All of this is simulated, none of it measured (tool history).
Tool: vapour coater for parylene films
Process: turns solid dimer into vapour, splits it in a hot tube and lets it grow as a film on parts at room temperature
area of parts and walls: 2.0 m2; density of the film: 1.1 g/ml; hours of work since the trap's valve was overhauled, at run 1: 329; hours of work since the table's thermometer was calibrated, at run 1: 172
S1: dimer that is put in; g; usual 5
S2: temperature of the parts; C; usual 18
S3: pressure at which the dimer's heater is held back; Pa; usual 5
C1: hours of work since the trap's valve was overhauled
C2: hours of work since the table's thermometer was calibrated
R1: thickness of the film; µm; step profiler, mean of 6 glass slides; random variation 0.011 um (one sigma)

run	hour	S1	S2	S3	C1	C2	R1
1	0	5	18	5	329	172	1.07
2	13.4	5	18	5	335	178	1.07
3	31	5	15	5	342	185	1.11
4	49.2	5	15	5	350	193	1.11
5	73.3	4	18	5	361	204	0.84
6	101.8	4	18	5	373	216	0.87
7	124.1	4	18	5	383	226	0.82
8	138.1	5	18	5	389	232	1.03
9	161.3	5	18	5	399	242	1.07
10	189.2	5	18	5	411	254	1.03
11	207.9	5	18	5	419	262	1.03
12	231.7	5	18	11.55	429	272	0.88
13	245.7	5	18	11.55	435	278	0.88
14	273.7	5	18	5	448	291	1.03
# hour 290.2: trap's valve overhauled
15	295.4	3	18	5	2	298	0.7
16	321.3	5	18	5	13	310	1.2
17	337.4	5	18	5	20	316	1.18
18	350.3	5	18	5	26	322	1.18
19	370.4	5	18	5	35	331	1.19
20	398.8	5	18	5	47	343	1.16
21	413.4	5	18	5	53	349	1.18
22	440.1	5	18	5	65	361	1.17
23	461.4	5	18	5	74	370	1.18
24	484.4	2	18	4.89	84	380	0.47
# hour 487.1: table's thermometer calibrated
25	511	2	20	6.63	95	10	0.42
26	525.7	2	21	7.98	102	17	0.38
27	546.5	2	20	10.94	111	26	0.38
28	570.4	3	20	8.73	121	36	0.6
29	591.5	8	26	3.68	130	45	1.66
30	612.8	8	26	3.68	139	55	1.71
# hour 626.8: table's thermometer calibrated, once more
31	642.3	3	12	5.93	152	7	0.74
32	665.8	5	12	5	162	17	1.28
33	693.9	5	12	5	174	29	1.26
34	711.6	4	20	5	182	37	0.85
35	739.4	4	20	5	194	49	0.85
36	766.5	5	15	3.7	206	61	1.25
37	788.8	7	11	2.32	215	70	2.08
38	808.2	7	11	2.32	224	79	2.03
39	826.3	7	11	2.32	232	87	2.04
40	848.5	7	18	2.91	241	96	1.73
41	869.3	3	13	4.43	250	105	0.75
42	896	7	12	2.22	262	117	2.02
43	922.5	7	12	3.32	273	128	1.85
44	938	7	12	3.32	280	135	1.86
45	964.5	7	12	3.32	292	146	1.83
46	993.7	7	12	4.6	304	159	1.72

Forecast each of these 4 alternatives for the next run:
A	1019.7	2	18	5	316	170	?
B	1019.7	3	27	6.05	316	170	?
C	1019.7	4	18	5	316	170	?
D	1019.7	5	21	4.63	316	170	?

run	R1
A	0.44
B	0.53
C	0.86
D	1.04
Without the tool's hidden state the same runs would have given:
run	R1
A	0.49
B	0.58
C	0.94
D	1.14
